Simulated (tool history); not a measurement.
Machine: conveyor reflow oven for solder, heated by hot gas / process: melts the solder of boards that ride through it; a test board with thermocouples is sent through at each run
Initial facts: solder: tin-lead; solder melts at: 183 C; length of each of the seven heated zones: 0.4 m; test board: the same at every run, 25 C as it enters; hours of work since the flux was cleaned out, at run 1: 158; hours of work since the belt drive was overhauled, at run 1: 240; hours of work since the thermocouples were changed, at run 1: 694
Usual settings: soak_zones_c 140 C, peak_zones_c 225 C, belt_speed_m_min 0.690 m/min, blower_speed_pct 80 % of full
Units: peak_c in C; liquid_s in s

run	hour	soak_zones_c	peak_zones_c	belt_speed_m_min	blower_speed_pct	hours of work since the flux was cleaned out	hours of work since the belt drive was overhauled	hours of work since the thermocouples were changed	peak_c	liquid_s
1	0.0	140	225	0.690	80	158	240	694	207.0	43.5
2	12.0	140	225	0.690	80	164	246	700	206.9	43.7
3	17.5	140	225	0.690	80	167	249	703	207.0	43.9
4	24.6	140	225	0.690	80	171	253	706	207.0	43.5
5	34.6	140	225	0.690	80	176	258	711	207.2	43.5
6	43.0	140	225	0.690	80	180	262	715	207.0	43.8
7	53.6	140	225	0.690	81	185	267	721	207.5	43.9
8	60.5	140	225	0.690	81	189	271	724	207.2	44.0
9	66.6	140	225	0.690	81	192	274	727	207.2	43.8
10	74.3	140	225	0.690	81	195	278	731	207.5	43.7
11	86.1	140	225	0.690	81	201	284	737	207.5	43.9
12	91.4	140	225	0.690	81	204	286	740	207.2	44.0
13	104.5	140	225	0.581	73	211	293	746	210.9	57.0
14	112.8	127	219	0.607	90	215	297	750	205.1	44.9

The next listed run, before its measurement:
# hour 122.9: flux residue cleaned out of gas plates and filters
15	123.8	127	219	0.607	90	0	300	753	?	?

peak_c: 205.3 C
liquid_s: 45.0 s
The same run, on a tool lacking any hidden state, would have yielded peak_c 205.3 C, liquid_s 44.9 s.

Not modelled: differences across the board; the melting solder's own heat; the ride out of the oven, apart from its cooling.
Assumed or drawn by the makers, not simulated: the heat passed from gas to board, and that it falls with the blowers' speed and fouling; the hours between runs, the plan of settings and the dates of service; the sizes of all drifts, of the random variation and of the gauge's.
